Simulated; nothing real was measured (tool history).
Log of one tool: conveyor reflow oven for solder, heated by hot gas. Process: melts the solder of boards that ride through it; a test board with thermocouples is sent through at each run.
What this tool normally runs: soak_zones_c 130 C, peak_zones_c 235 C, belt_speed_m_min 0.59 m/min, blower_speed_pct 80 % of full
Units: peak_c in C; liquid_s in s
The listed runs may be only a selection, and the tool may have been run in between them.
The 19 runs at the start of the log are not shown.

{"run": 20, "hour": 342.1, "soak_zones_c": 133, "peak_zones_c": 229, "belt_speed_m_min": 0.471, "blower_speed_pct": 80, "peak_c": 215.94, "liquid_s": 64.51}
{"hour": 348.2, "done": "belt drive overhauled, speed set with a stopwatch"}
{"run": 21, "hour": 365.0, "soak_zones_c": 130, "peak_zones_c": 246, "belt_speed_m_min": 0.528, "blower_speed_pct": 67, "peak_c": 222.19, "liquid_s": 60.03}
{"run": 22, "hour": 387.3, "soak_zones_c": 130, "peak_zones_c": 246, "belt_speed_m_min": 0.528, "blower_speed_pct": 69, "peak_c": 222.98, "liquid_s": 60.32}
{"run": 23, "hour": 411.3, "soak_zones_c": 130, "peak_zones_c": 246, "belt_speed_m_min": 0.528, "blower_speed_pct": 69, "peak_c": 222.96, "liquid_s": 60.54}
{"run": 24, "hour": 429.7, "soak_zones_c": 130, "peak_zones_c": 246, "belt_speed_m_min": 0.528, "blower_speed_pct": 69, "peak_c": 222.77, "liquid_s": 60.53}
{"hour": 437.7, "done": "belt drive overhauled, speed set with a stopwatch, once more"}
{"run": 25, "hour": 448.5, "soak_zones_c": 130, "peak_zones_c": 229, "belt_speed_m_min": 0.488, "blower_speed_pct": 79, "peak_c": 213.82, "liquid_s": 58.12}
{"run": 26, "hour": 458.4, "soak_zones_c": 130, "peak_zones_c": 229, "belt_speed_m_min": 0.488, "blower_speed_pct": 79, "peak_c": 213.81, "liquid_s": 58.3}
{"run": 27, "hour": 481.7, "soak_zones_c": 130, "peak_zones_c": 235, "belt_speed_m_min": 0.6, "blower_speed_pct": 80, "peak_c": 211.38, "liquid_s": 43.79}
{"run": 28, "hour": 502.5, "soak_zones_c": 130, "peak_zones_c": 235, "belt_speed_m_min": 0.6, "blower_speed_pct": 76, "peak_c": 210.2, "liquid_s": 42.77}
{"run": 29, "hour": 516.6, "soak_zones_c": 130, "peak_zones_c": 235, "belt_speed_m_min": 0.6, "blower_speed_pct": 76, "peak_c": 210.14, "liquid_s": 42.64}
{"run": 30, "hour": 534.0, "soak_zones_c": 130, "peak_zones_c": 235, "belt_speed_m_min": 0.6, "blower_speed_pct": 76, "peak_c": 210.19, "liquid_s": 42.51}
{"run": 31, "hour": 546.2, "soak_zones_c": 119, "peak_zones_c": 249, "belt_speed_m_min": 0.676, "blower_speed_pct": 76, "peak_c": 212.28, "liquid_s": 36.33}

Alternative continuations, all from the tool just after run 31; predict every row:
{"run": "A", "hour": 569.4, "soak_zones_c": 130, "peak_zones_c": 235, "belt_speed_m_min": 0.47, "blower_speed_pct": 66, "peak_c": "?", "liquid_s": "?"}
{"run": "B", "hour": 569.4, "soak_zones_c": 115, "peak_zones_c": 249, "belt_speed_m_min": 0.676, "blower_speed_pct": 62, "peak_c": "?", "liquid_s": "?"}
{"run": "C", "hour": 569.4, "soak_zones_c": 119, "peak_zones_c": 249, "belt_speed_m_min": 0.676, "blower_speed_pct": 76, "peak_c": "?", "liquid_s": "?"}
{"run": "D", "hour": 569.4, "soak_zones_c": 130, "peak_zones_c": 249, "belt_speed_m_min": 0.651, "blower_speed_pct": 87, "peak_c": "?", "liquid_s": "?"}

run=A peak_c=216.72 liquid_s=62.81
run=B peak_c=204.81 liquid_s=28.66
run=C peak_c=212.32 liquid_s=36.35
run=D peak_c=220.62 liquid_s=46.9
What these runs would have given with no unlogged condition in the tool:
run=A peak_c=216.93 liquid_s=63.43
run=B peak_c=206.33 liquid_s=30.25
run=C peak_c=213.94 liquid_s=37.8
run=D peak_c=221.98 liquid_s=47.96
